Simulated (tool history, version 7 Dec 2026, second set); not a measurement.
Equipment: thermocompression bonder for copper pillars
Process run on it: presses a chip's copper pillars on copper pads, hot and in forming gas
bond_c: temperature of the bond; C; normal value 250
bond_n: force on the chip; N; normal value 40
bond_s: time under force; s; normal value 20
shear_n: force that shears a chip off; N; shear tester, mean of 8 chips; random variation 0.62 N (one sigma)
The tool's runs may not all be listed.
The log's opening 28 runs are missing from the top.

Run 29, hour 240.5: usual settings but bond_s 10 s. Result: shear_n 49.6 N.
Run 30, hour 245.4: usual settings but bond_s 10 s. Result: shear_n 48.7 N.
Run 31, hour 254.0: usual settings but bond_c 239 C, bond_n 28 N. Result: shear_n 43.1 N.
Run 32, hour 264.8: usual settings but bond_s 18 s. Result: shear_n 59.4 N.
Run 33, hour 271.9: usual settings but bond_c 239 C, bond_s 35 s. Result: shear_n 62.3 N.
Run 34, hour 280.6: usual settings but bond_c 239 C, bond_s 35 s. Result: shear_n 62.3 N.
Run 35, hour 290.5: usual settings but bond_c 255 C, bond_n 36 N, bond_s 22 s. Result: shear_n 61.5 N.
Run 36, hour 298.6: usual settings but bond_s 44 s. Result: shear_n 72.9 N.
Run 37, hour 306.2: usual settings but bond_c 253 C, bond_n 29 N, bond_s 47 s. Result: shear_n 67.6 N.
Run 38, hour 313.2: usual settings but bond_c 253 C, bond_n 29 N, bond_s 47 s. Result: shear_n 68.2 N.
Run 39, hour 324.8: usual settings but bond_c 253 C, bond_n 29 N, bond_s 47 s. Result: shear_n 66.9 N.
Run 40, hour 330.2: usual settings but bond_c 253 C, bond_n 29 N, bond_s 47 s. Result: shear_n 67.3 N.

Here are 3 independent what-if runs from the current tool condition. What would each one return?
Run A, hour 341.1: usual settings but bond_c 238 C, bond_n 43 N, bond_s 23 s. Result: shear_n ?.
Run B, hour 341.1: usual settings but bond_c 253 C, bond_n 59 N, bond_s 12 s. Result: shear_n ?.
Run C, hour 341.1: usual settings but bond_c 223 C, bond_n 26 N, bond_s 34 s. Result: shear_n ?.

run  shear_n
  A     54.8
  B     63.9
  C     36.5
Without the tool's unlogged condition, the same runs would have read:
run  shear_n
  A     60.6
  B     70.1
  C     41.0

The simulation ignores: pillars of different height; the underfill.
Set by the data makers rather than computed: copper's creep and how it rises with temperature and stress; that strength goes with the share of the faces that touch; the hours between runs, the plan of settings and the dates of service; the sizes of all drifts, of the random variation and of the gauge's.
